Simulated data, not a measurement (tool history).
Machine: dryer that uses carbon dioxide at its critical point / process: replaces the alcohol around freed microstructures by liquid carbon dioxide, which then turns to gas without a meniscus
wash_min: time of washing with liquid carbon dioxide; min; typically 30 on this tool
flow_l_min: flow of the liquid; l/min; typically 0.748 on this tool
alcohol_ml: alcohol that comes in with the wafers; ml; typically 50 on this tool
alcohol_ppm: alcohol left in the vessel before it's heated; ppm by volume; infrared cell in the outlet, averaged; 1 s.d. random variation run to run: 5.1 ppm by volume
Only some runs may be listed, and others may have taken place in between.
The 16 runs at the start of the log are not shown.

run,hour,wash_min,flow_l_min,alcohol_ml,hours of work since the filter was changed,hours of work since the purifier's bed was changed,alcohol_ppm
17,131.7,30,0.748,68,373,95,187
18,138.6,30,0.748,68,378,100,189
# hour 142.2: inlet filter changed
19,148.0,30,0.748,68,4,106,112
20,156.8,30,0.748,68,10,112,118
21,165.6,30,0.746,41,16,118,85
22,172.5,19,1.137,41,21,123,103
23,181.6,19,1.049,79,27,129,231
24,190.0,30,0.705,31,33,135,91
25,197.2,27,0.748,92,38,140,233
26,204.2,27,0.748,92,43,145,245
27,212.6,27,0.748,92,49,151,252
28,220.1,27,0.748,92,54,156,256
29,230.3,34,0.748,60,61,163,87
30,234.8,20,0.748,111,64,166,943
31,243.5,26,0.868,34,70,172,84
32,250.8,30,0.594,54,75,177,264
33,257.2,30,0.594,54,80,182,266
34,263.2,30,0.594,54,84,186,270
35,269.7,30,0.594,54,89,191,279
36,276.0,30,0.594,54,93,195,263
37,280.7,30,0.594,54,96,198,271
38,286.8,30,0.594,54,100,202,269
39,296.2,30,0.748,84,107,209,186
40,301.7,30,0.545,50,111,213,360

Here are 3 independent what-if runs from the current tool condition. What would each one return?
A,309.3,28,0.581,50,116,218,?
B,309.3,30,0.492,65,116,218,?
C,309.3,29,0.625,85,116,218,?

run,alcohol_ppm
A,345
B,610
C,407
The same runs, with their run-to-run variation unchanged, on a tool lacking any hidden condition would have given:
run,alcohol_ppm
A,260
B,496
C,308

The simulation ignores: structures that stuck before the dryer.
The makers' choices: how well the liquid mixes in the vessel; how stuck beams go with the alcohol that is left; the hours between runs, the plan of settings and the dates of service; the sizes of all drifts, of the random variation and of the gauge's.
